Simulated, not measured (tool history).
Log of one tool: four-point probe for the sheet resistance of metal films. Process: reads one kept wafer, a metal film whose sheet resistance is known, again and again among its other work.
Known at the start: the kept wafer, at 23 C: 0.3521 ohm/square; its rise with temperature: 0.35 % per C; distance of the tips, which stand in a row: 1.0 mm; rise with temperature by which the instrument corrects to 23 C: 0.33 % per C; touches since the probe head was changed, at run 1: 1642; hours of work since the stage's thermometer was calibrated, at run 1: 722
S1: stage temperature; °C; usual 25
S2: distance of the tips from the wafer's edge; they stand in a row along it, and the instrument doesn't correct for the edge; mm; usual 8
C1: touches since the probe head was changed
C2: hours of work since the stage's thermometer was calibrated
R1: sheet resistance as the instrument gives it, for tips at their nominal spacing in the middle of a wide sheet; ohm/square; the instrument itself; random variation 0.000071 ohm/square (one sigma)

run 1 hour=0 | S1=25 S2=8 | C1=1642 C2=722 | R1=0.354379
run 2 hour=16.2 | S1=25 S2=8 | C1=2037 C2=732 | R1=0.354397
run 3 hour=24.9 | S1=21 S2=8 | C1=2249 C2=737 | R1=0.354123
run 4 hour=36.7 | S1=25 S2=59 | C1=2538 C2=744 | R1=0.351371
run 5 hour=47.5 | S1=25 S2=52 | C1=2803 C2=750 | R1=0.351561
run 6 hour=57.4 | S1=25 S2=52 | C1=3045 C2=756 | R1=0.351495
run 7 hour=67.4 | S1=25 S2=52 | C1=3290 C2=762 | R1=0.351417
run 8 hour=75.8 | S1=25 S2=59 | C1=3493 C2=767 | R1=0.351528
run 9 hour=86.7 | S1=25 S2=59 | C1=3761 C2=773 | R1=0.351418
run 10 hour=100.4 | S1=25 S2=39 | C1=4095 C2=781 | R1=0.351507
run 11 hour=115.7 | S1=25 S2=38 | C1=4467 C2=790 | R1=0.351625
run 12 hour=125.7 | S1=25 S2=37 | C1=4713 C2=796 | R1=0.351495
run 13 hour=134.9 | S1=25 S2=37 | C1=4939 C2=801 | R1=0.351567
run 14 hour=151.4 | S1=20 S2=8 | C1=5341 C2=811 | R1=0.354202
run 15 hour=165.9 | S1=25 S2=8 | C1=5695 C2=819 | R1=0.354266
run 16 hour=175.9 | S1=25 S2=8 | C1=5940 C2=825 | R1=0.354387
-- hour=177.2 stage's thermometer calibrated
run 17 hour=194.2 | S1=20 S2=24 | C1=6375 C2=10 | R1=0.351407
run 18 hour=201.8 | S1=30 S2=21 | C1=6559 C2=14 | R1=0.351999
run 19 hour=211.2 | S1=28 S2=12 | C1=6789 C2=20 | R1=0.352827
run 20 hour=218.9 | S1=28 S2=61 | C1=6979 C2=24 | R1=0.351644
run 21 hour=230 | S1=25 S2=30 | C1=7249 C2=31 | R1=0.351635
run 22 hour=239.9 | S1=25 S2=30 | C1=7491 C2=37 | R1=0.351704
run 23 hour=253.5 | S1=21 S2=52 | C1=7823 C2=45 | R1=0.351106
run 24 hour=267.5 | S1=21 S2=52 | C1=8166 C2=53 | R1=0.351167
-- hour=274.6 stage's thermometer calibrated, once more
run 25 hour=279.2 | S1=21 S2=11 | C1=8438 C2=3 | R1=0.353027
run 26 hour=297.2 | S1=21 S2=11 | C1=8878 C2=13 | R1=0.353101
run 27 hour=304.8 | S1=24 S2=3 | C1=9065 C2=18 | R1=0.371543
run 28 hour=318.6 | S1=30 S2=21 | C1=9402 C2=26 | R1=0.352431
run 29 hour=334.5 | S1=30 S2=21 | C1=9791 C2=35 | R1=0.352383
run 30 hour=351.2 | S1=31 S2=39 | C1=10199 C2=45 | R1=0.352136
run 31 hour=360.6 | S1=27 S2=20 | C1=10427 C2=50 | R1=0.352351

Measured less the same run without the tool's hidden state. The same run-to-run variation is in both; the gauge's scatter may not be:
The hidden state here: inner tips' distance over the nominal, %; tips' flats over new ones', %; wafer's true temperature over the reading, C; drift of the gauge itself on sheet_ohm, %.
run=1 R1=-0.000804
run=2 R1=-0.000803
run=3 R1=-0.000803
run=4 R1=-0.000793
run=5 R1=-0.000793
run=6 R1=-0.000791
run=7 R1=-0.00079
run=8 R1=-0.00079
run=9 R1=-0.000788
run=10 R1=-0.000786
run=11 R1=-0.000784
run=12 R1=-0.000782
run=13 R1=-0.000781
run=14 R1=-0.000789
run=15 R1=-0.000783
run=16 R1=-0.000782
run=17 R1=-0.000853
run=18 R1=-0.000844
run=19 R1=-0.000847
run=20 R1=-0.000843
run=21 R1=-0.000845
run=22 R1=-0.000844
run=23 R1=-0.000845
run=24 R1=-0.000844
run=25 R1=-0.000493
run=26 R1=-0.000491
run=27 R1=-0.000513
run=28 R1=-0.000488
run=29 R1=-0.000486
run=30 R1=-0.000484
run=31 R1=-0.000482
